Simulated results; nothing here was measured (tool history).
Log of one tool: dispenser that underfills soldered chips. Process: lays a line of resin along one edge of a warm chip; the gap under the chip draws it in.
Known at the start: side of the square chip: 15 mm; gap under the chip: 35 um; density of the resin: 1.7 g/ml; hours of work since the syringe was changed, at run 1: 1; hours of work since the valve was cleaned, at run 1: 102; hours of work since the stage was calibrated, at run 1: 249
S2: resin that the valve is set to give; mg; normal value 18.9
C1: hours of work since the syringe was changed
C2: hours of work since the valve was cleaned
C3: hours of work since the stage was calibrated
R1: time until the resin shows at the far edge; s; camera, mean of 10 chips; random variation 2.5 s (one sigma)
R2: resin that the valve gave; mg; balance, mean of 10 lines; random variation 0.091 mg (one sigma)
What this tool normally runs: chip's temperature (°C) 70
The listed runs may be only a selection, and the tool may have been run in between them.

run 1 hour=0 | chip's_temperature_(°C)=70 S2=18.9 | C1=1 C2=102 C3=249 | R1=263.2 R2=17.74
run 2 hour=5.5 | chip's_temperature_(°C)=70 S2=18.9 | C1=5 C2=106 C3=253 | R1=343.9 R2=17.84
run 3 hour=9.8 | chip's_temperature_(°C)=70 S2=18.9 | C1=8 C2=109 C3=257 | R1=436.7 R2=17.91
-- hour=13.4 new syringe of resin
run 4 hour=14.7 | chip's_temperature_(°C)=70 S2=18.9 | C1=1 C2=113 C3=260 | R1=267.4 R2=17.76
run 5 hour=21.1 | chip's_temperature_(°C)=70 S2=18.9 | C1=6 C2=118 C3=265 | R1=368.2 R2=17.72
run 6 hour=26.2 | chip's_temperature_(°C)=70 S2=18.9 | C1=10 C2=122 C3=269 | R1=488 R2=17.69
-- hour=28 new syringe of resin
run 7 hour=34.2 | chip's_temperature_(°C)=70 S2=18.9 | C1=5 C2=128 C3=275 | R1=336 R2=17.58
run 8 hour=40.5 | chip's_temperature_(°C)=70 S2=17 | C1=10 C2=132 C3=280 | R1=483.4 R2=15.89
-- hour=43 new syringe of resin
run 9 hour=47.4 | chip's_temperature_(°C)=70 S2=17 | C1=3 C2=137 C3=285 | R1=323.3 R2=15.82
-- hour=52.8 dispensing valve cleaned and set on the balance
run 10 hour=53.7 | chip's_temperature_(°C)=70 S2=18.9 | C1=7 C2=1 C3=289 | R1=398.3 R2=19
-- hour=58.7 new syringe of resin
run 11 hour=61 | chip's_temperature_(°C)=70 S2=18.9 | C1=2 C2=6 C3=294 | R1=281 R2=18.86
run 12 hour=68.1 | chip's_temperature_(°C)=81 S2=18.9 | C1=7 C2=11 C3=300 | R1=268.5 R2=18.73
-- hour=73.4 new syringe of resin
run 13 hour=74.1 | chip's_temperature_(°C)=70 S2=18.9 | C1=1 C2=16 C3=304 | R1=251.8 R2=18.66
run 14 hour=80.9 | chip's_temperature_(°C)=70 S2=17 | C1=6 C2=21 C3=309 | R1=366.9 R2=16.73
run 15 hour=85.9 | chip's_temperature_(°C)=70 S2=19 | C1=10 C2=25 C3=313 | R1=457.2 R2=18.63
-- hour=88 new syringe of resin
run 16 hour=90.1 | chip's_temperature_(°C)=70 S2=20.3 | C1=2 C2=28 C3=316 | R1=267.6 R2=19.93
run 17 hour=94.5 | chip's_temperature_(°C)=70 S2=22.5 | C1=5 C2=31 C3=319 | R1=326.2 R2=21.91
run 18 hour=101.9 | chip's_temperature_(°C)=70 S2=18.9 | C1=11 C2=37 C3=325 | R1=489.4 R2=18.52
-- hour=102.8 new syringe of resin
run 19 hour=105.8 | chip's_temperature_(°C)=70 S2=18.9 | C1=2 C2=40 C3=328 | R1=287.2 R2=18.45
run 20 hour=110.4 | chip's_temperature_(°C)=70 S2=21.6 | C1=6 C2=43 C3=331 | R1=352.9 R2=21.03
run 21 hour=116.3 | chip's_temperature_(°C)=74 S2=20.7 | C1=10 C2=48 C3=336 | R1=410.9 R2=20.16
-- hour=117.8 new syringe of resin
run 22 hour=121.7 | chip's_temperature_(°C)=74 S2=20.7 | C1=3 C2=52 C3=340 | R1=253.2 R2=20.06
run 23 hour=125.3 | chip's_temperature_(°C)=55 S2=16.3 | C1=6 C2=54 C3=342 | R1=668 R2=15.61
run 24 hour=131.1 | chip's_temperature_(°C)=55 S2=16.3 | C1=10 C2=59 C3=347 | R1=910.6 R2=15.74
-- hour=132.6 new syringe of resin
run 25 hour=138.9 | chip's_temperature_(°C)=55 S2=16.3 | C1=5 C2=65 C3=353 | R1=651.5 R2=15.58
run 26 hour=145.3 | chip's_temperature_(°C)=81 S2=18 | C1=10 C2=69 C3=358 | R1=326.5 R2=17.12
-- hour=147.6 new syringe of resin
run 27 hour=149.9 | chip's_temperature_(°C)=55 S2=19.7 | C1=2 C2=73 C3=361 | R1=476.9 R2=18.94
run 28 hour=154.2 | chip's_temperature_(°C)=78 S2=24.5 | C1=5 C2=76 C3=364 | R1=244.6 R2=23.23
run 29 hour=159.7 | chip's_temperature_(°C)=78 S2=24.5 | C1=9 C2=80 C3=368 | R1=313.9 R2=23.18
-- hour=162.2 new syringe of resin
run 30 hour=165.9 | chip's_temperature_(°C)=56 S2=23.8 | C1=3 C2=85 C3=373 | R1=491.1 R2=22.46
run 31 hour=169.2 | chip's_temperature_(°C)=56 S2=23.8 | C1=5 C2=87 C3=375 | R1=575.1 R2=22.52
run 32 hour=175 | chip's_temperature_(°C)=63 S2=22.7 | C1=10 C2=92 C3=380 | R1=596.5 R2=21.56
-- hour=176.9 new syringe of resin
run 33 hour=180.3 | chip's_temperature_(°C)=83 S2=16.4 | C1=3 C2=96 C3=384 | R1=192.8 R2=15.61
run 34 hour=186.9 | chip's_temperature_(°C)=83 S2=16.4 | C1=8 C2=101 C3=389 | R1=275.5 R2=15.29
-- hour=191.7 new syringe of resin
run 35 hour=194.2 | chip's_temperature_(°C)=83 S2=16.4 | C1=2 C2=106 C3=394 | R1=186.6 R2=15.56
run 36 hour=198.3 | chip's_temperature_(°C)=61 S2=17.1 | C1=5 C2=109 C3=397 | R1=498.2 R2=16.03

Predict each of these 3 candidate next runs independently; none follows another, all start after run 36:
run A hour=202.1 | chip's_temperature_(°C)=61 S2=19 | C1=8 C2=112 C3=400 | R1=? R2=?
run B hour=202.1 | chip's_temperature_(°C)=83 S2=16.9 | C1=8 C2=112 C3=400 | R1=? R2=?
run C hour=202.1 | chip's_temperature_(°C)=61 S2=22.9 | C1=8 C2=112 C3=400 | R1=? R2=?

run=A R1=581.2 R2=17.87
run=B R1=269.4 R2=15.93
run=C R1=578.2 R2=21.2
Take away the tool's hidden state, keep each run's random variation, and the runs would have read:
run=A R1=352.9 R2=19.11
run=B R1=160.9 R2=17.03
run=C R1=354.5 R2=22.68
